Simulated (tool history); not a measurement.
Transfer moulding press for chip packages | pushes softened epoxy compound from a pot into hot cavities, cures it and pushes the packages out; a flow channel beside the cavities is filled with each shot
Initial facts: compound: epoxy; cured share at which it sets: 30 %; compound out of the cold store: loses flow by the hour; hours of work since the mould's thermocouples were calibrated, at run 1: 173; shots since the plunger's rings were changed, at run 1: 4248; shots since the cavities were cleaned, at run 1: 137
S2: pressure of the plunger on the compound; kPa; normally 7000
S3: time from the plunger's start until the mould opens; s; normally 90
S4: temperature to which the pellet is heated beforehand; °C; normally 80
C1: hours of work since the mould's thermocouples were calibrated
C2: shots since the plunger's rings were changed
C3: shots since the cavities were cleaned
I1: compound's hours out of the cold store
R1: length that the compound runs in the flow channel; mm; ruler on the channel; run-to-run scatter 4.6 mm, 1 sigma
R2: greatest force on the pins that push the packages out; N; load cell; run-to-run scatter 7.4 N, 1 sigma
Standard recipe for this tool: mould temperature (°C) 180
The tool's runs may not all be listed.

run 1 day=0.000 | mould_temperature_(°C)=180 S2=7000 S3=90 S4=80 | C1=173 C2=4248 C3=137 | I1=26.4 | R1=790 R2=361
run 2 day=0.342 | mould_temperature_(°C)=180 S2=7000 S3=90 S4=80 | C1=177 C2=4334 C3=223 | I1=27.6 | R1=793 R2=383
run 3 day=0.762 | mould_temperature_(°C)=180 S2=7000 S3=90 S4=80 | C1=183 C2=4440 C3=329 | I1=44.5 | R1=715 R2=388
run 4 day=0.975 | mould_temperature_(°C)=180 S2=7000 S3=90 S4=80 | C1=185 C2=4494 C3=383 | I1=37.6 | R1=742 R2=411
run 5 day=1.204 | mould_temperature_(°C)=186 S2=7000 S3=90 S4=80 | C1=188 C2=4551 C3=440 | I1=15.1 | R1=824 R2=381
-- day=1.429 plunger's sealing rings changed
run 6 day=1.725 | mould_temperature_(°C)=186 S2=7000 S3=90 S4=86 | C1=194 C2=75 C3=546 | I1=20.0 | R1=864 R2=400
run 7 day=2.104 | mould_temperature_(°C)=180 S2=7000 S3=81 S4=80 | C1=198 C2=170 C3=641 | I1=33.8 | R1=835 R2=518
run 8 day=2.421 | mould_temperature_(°C)=182 S2=7000 S3=81 S4=80 | C1=202 C2=250 C3=721 | I1=39.5 | R1=798 R2=496
run 9 day=2.829 | mould_temperature_(°C)=182 S2=7000 S3=81 S4=80 | C1=208 C2=352 C3=823 | I1=24.1 | R1=865 R2=502
run 10 day=3.154 | mould_temperature_(°C)=182 S2=7000 S3=81 S4=80 | C1=212 C2=434 C3=905 | I1=18.7 | R1=882 R2=527
run 11 day=3.492 | mould_temperature_(°C)=182 S2=7000 S3=81 S4=80 | C1=216 C2=519 C3=990 | I1=13.8 | R1=911 R2=540
run 12 day=3.900 | mould_temperature_(°C)=180 S2=7000 S3=90 S4=80 | C1=221 C2=622 C3=1093 | I1=17.7 | R1=884 R2=525
-- day=4.083 cavities cleaned with cleaning compound and waxed
run 13 day=4.408 | mould_temperature_(°C)=180 S2=7000 S3=90 S4=80 | C1=227 C2=734 C3=81 | I1=20.9 | R1=881 R2=332
run 14 day=4.592 | mould_temperature_(°C)=180 S2=6090 S3=90 S4=71 | C1=229 C2=780 C3=127 | I1=45.1 | R1=711 R2=335
run 15 day=5.038 | mould_temperature_(°C)=180 S2=7000 S3=90 S4=78 | C1=235 C2=892 C3=239 | I1=25.7 | R1=849 R2=377
run 16 day=5.292 | mould_temperature_(°C)=184 S2=5770 S3=105 S4=78 | C1=238 C2=957 C3=304 | I1=11.9 | R1=817 R2=358
run 17 day=5.596 | mould_temperature_(°C)=183 S2=7000 S3=100 S4=80 | C1=242 C2=1033 C3=380 | I1=8.3 | R1=921 R2=368
run 18 day=5.921 | mould_temperature_(°C)=183 S2=7060 S3=90 S4=80 | C1=246 C2=1115 C3=462 | I1=33.0 | R1=803 R2=413
run 19 day=6.275 | mould_temperature_(°C)=180 S2=6390 S3=90 S4=86 | C1=250 C2=1204 C3=551 | I1=46.8 | R1=727 R2=451
run 20 day=6.712 | mould_temperature_(°C)=180 S2=5970 S3=90 S4=81 | C1=256 C2=1315 C3=662 | I1=27.5 | R1=771 R2=442
run 21 day=6.921 | mould_temperature_(°C)=180 S2=5970 S3=90 S4=81 | C1=258 C2=1367 C3=714 | I1=25.9 | R1=774 R2=458
run 22 day=7.321 | mould_temperature_(°C)=180 S2=5970 S3=81 S4=76 | C1=263 C2=1468 C3=815 | I1=10.0 | R1=845 R2=580
run 23 day=7.742 | mould_temperature_(°C)=186 S2=8180 S3=120 S4=75 | C1=269 C2=1574 C3=921 | I1=17.2 | R1=932 R2=423

Here are 3 independent what-if runs from the current tool condition. What would each one return?
run A day=8.096 | mould_temperature_(°C)=186 S2=8180 S3=91 S4=87 | C1=273 C2=1663 C3=1010 | I1=34.0 | R1=? R2=?
run B day=8.096 | mould_temperature_(°C)=176 S2=8180 S3=120 S4=75 | C1=273 C2=1663 C3=1010 | I1=23.3 | R1=? R2=?
run C day=8.096 | mould_temperature_(°C)=180 S2=8760 S3=90 S4=78 | C1=273 C2=1663 C3=1010 | I1=8.4 | R1=? R2=?

run=A R1=838 R2=454
run=B R1=934 R2=449
run=C R1=1028 R2=536
With no hidden state in the tool, these same runs would have given:
run=A R1=866 R2=283
run=B R1=966 R2=280
run=C R1=1063 R2=345

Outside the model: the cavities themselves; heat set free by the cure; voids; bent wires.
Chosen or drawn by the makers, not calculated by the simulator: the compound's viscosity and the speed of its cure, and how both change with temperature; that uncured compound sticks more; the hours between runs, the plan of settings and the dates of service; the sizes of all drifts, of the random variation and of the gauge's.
